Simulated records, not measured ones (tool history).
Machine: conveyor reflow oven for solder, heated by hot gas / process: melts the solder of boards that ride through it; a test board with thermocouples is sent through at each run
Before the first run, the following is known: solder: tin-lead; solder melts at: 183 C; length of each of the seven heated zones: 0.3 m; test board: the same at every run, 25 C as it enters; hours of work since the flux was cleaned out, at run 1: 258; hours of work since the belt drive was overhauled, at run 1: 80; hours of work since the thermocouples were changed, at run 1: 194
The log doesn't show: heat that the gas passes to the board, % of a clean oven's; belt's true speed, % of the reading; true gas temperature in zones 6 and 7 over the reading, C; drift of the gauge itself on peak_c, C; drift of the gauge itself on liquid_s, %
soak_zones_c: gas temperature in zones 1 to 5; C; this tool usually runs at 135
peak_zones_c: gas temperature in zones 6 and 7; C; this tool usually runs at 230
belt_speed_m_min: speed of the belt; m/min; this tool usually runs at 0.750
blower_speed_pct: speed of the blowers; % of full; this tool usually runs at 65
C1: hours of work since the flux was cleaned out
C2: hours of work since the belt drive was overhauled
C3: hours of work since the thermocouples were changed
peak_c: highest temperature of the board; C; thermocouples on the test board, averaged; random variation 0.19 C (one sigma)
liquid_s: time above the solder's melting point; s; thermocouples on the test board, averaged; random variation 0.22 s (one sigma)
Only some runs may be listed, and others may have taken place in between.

{"run": 1, "day": 0.0, "soak_zones_c": 135, "peak_zones_c": 230, "belt_speed_m_min": 0.75, "blower_speed_pct": 65, "C1": 258, "C2": 80, "C3": 194, "peak_c": 213.8, "liquid_s": 32.9}
{"run": 2, "day": 0.288, "soak_zones_c": 135, "peak_zones_c": 230, "belt_speed_m_min": 0.75, "blower_speed_pct": 65, "C1": 263, "C2": 86, "C3": 200, "peak_c": 213.7, "liquid_s": 33.5}
{"run": 3, "day": 0.579, "soak_zones_c": 135, "peak_zones_c": 230, "belt_speed_m_min": 0.75, "blower_speed_pct": 58, "C1": 269, "C2": 91, "C3": 205, "peak_c": 211.9, "liquid_s": 32.3}
{"run": 4, "day": 0.975, "soak_zones_c": 135, "peak_zones_c": 230, "belt_speed_m_min": 0.75, "blower_speed_pct": 58, "C1": 276, "C2": 98, "C3": 212, "peak_c": 211.6, "liquid_s": 32.0}
{"run": 5, "day": 1.3, "soak_zones_c": 135, "peak_zones_c": 230, "belt_speed_m_min": 0.75, "blower_speed_pct": 58, "C1": 282, "C2": 104, "C3": 218, "peak_c": 211.9, "liquid_s": 32.5}
{"run": 6, "day": 1.65, "soak_zones_c": 135, "peak_zones_c": 230, "belt_speed_m_min": 0.75, "blower_speed_pct": 58, "C1": 289, "C2": 111, "C3": 225, "peak_c": 211.5, "liquid_s": 32.1}
{"run": 7, "day": 2.138, "soak_zones_c": 135, "peak_zones_c": 230, "belt_speed_m_min": 0.75, "blower_speed_pct": 58, "C1": 298, "C2": 120, "C3": 234, "peak_c": 212.2, "liquid_s": 32.3}
{"run": 8, "day": 2.375, "soak_zones_c": 135, "peak_zones_c": 230, "belt_speed_m_min": 0.75, "blower_speed_pct": 65, "C1": 302, "C2": 124, "C3": 238, "peak_c": 213.2, "liquid_s": 33.2}
{"run": 9, "day": 2.821, "soak_zones_c": 135, "peak_zones_c": 230, "belt_speed_m_min": 0.75, "blower_speed_pct": 62, "C1": 310, "C2": 132, "C3": 246, "peak_c": 212.8, "liquid_s": 33.0}
{"run": 10, "day": 3.179, "soak_zones_c": 135, "peak_zones_c": 230, "belt_speed_m_min": 0.707, "blower_speed_pct": 65, "C1": 317, "C2": 139, "C3": 253, "peak_c": 215.2, "liquid_s": 36.3}
{"day": 3.417, "done": "flux residue cleaned out of gas plates and filters"}
{"run": 11, "day": 3.754, "soak_zones_c": 135, "peak_zones_c": 230, "belt_speed_m_min": 0.707, "blower_speed_pct": 65, "C1": 6, "C2": 146, "C3": 260, "peak_c": 214.8, "liquid_s": 36.6}
{"run": 12, "day": 4.221, "soak_zones_c": 145, "peak_zones_c": 230, "belt_speed_m_min": 0.853, "blower_speed_pct": 75, "C1": 15, "C2": 154, "C3": 268, "peak_c": 212.8, "liquid_s": 30.8}
{"day": 4.608, "done": "flux residue cleaned out of gas plates and filters, once more"}
{"run": 13, "day": 4.804, "soak_zones_c": 133, "peak_zones_c": 245, "belt_speed_m_min": 0.618, "blower_speed_pct": 89, "C1": 4, "C2": 161, "C3": 275, "peak_c": 238.3, "liquid_s": 53.0}
{"run": 14, "day": 5.042, "soak_zones_c": 143, "peak_zones_c": 224, "belt_speed_m_min": 0.607, "blower_speed_pct": 53, "C1": 8, "C2": 166, "C3": 280, "peak_c": 213.9, "liquid_s": 45.5}
{"run": 15, "day": 5.271, "soak_zones_c": 143, "peak_zones_c": 234, "belt_speed_m_min": 0.607, "blower_speed_pct": 77, "C1": 12, "C2": 170, "C3": 284, "peak_c": 227.5, "liquid_s": 52.6}
{"run": 16, "day": 5.638, "soak_zones_c": 143, "peak_zones_c": 234, "belt_speed_m_min": 0.607, "blower_speed_pct": 77, "C1": 19, "C2": 177, "C3": 291, "peak_c": 227.5, "liquid_s": 52.2}
{"run": 17, "day": 5.971, "soak_zones_c": 135, "peak_zones_c": 221, "belt_speed_m_min": 0.75, "blower_speed_pct": 65, "C1": 25, "C2": 183, "C3": 297, "peak_c": 207.5, "liquid_s": 30.7}
{"run": 18, "day": 6.225, "soak_zones_c": 135, "peak_zones_c": 230, "belt_speed_m_min": 0.657, "blower_speed_pct": 65, "C1": 30, "C2": 187, "C3": 302, "peak_c": 219.2, "liquid_s": 42.4}
{"run": 19, "day": 6.521, "soak_zones_c": 135, "peak_zones_c": 230, "belt_speed_m_min": 0.657, "blower_speed_pct": 65, "C1": 35, "C2": 193, "C3": 307, "peak_c": 219.1, "liquid_s": 42.4}

3 options for the next run, each taken on its own from the tool as it stands now. Forecast them:
{"run": "A", "day": 6.783, "soak_zones_c": 148, "peak_zones_c": 242, "belt_speed_m_min": 0.858, "blower_speed_pct": 65, "C1": 40, "C2": 198, "C3": 312, "peak_c": "?", "liquid_s": "?"}
{"run": "B", "day": 6.783, "soak_zones_c": 135, "peak_zones_c": 230, "belt_speed_m_min": 0.75, "blower_speed_pct": 69, "C1": 40, "C2": 198, "C3": 312, "peak_c": "?", "liquid_s": "?"}
{"run": "C", "day": 6.783, "soak_zones_c": 135, "peak_zones_c": 226, "belt_speed_m_min": 0.723, "blower_speed_pct": 83, "C1": 40, "C2": 198, "C3": 312, "peak_c": "?", "liquid_s": "?"}

run=A peak_c=223.5 liquid_s=35.9
run=B peak_c=216.0 liquid_s=35.1
run=C peak_c=216.2 liquid_s=37.0
What these runs would have given with no unlogged condition in the tool:
run=A peak_c=222.6 liquid_s=35.4
run=B peak_c=215.0 liquid_s=34.5
run=C peak_c=215.2 liquid_s=36.3
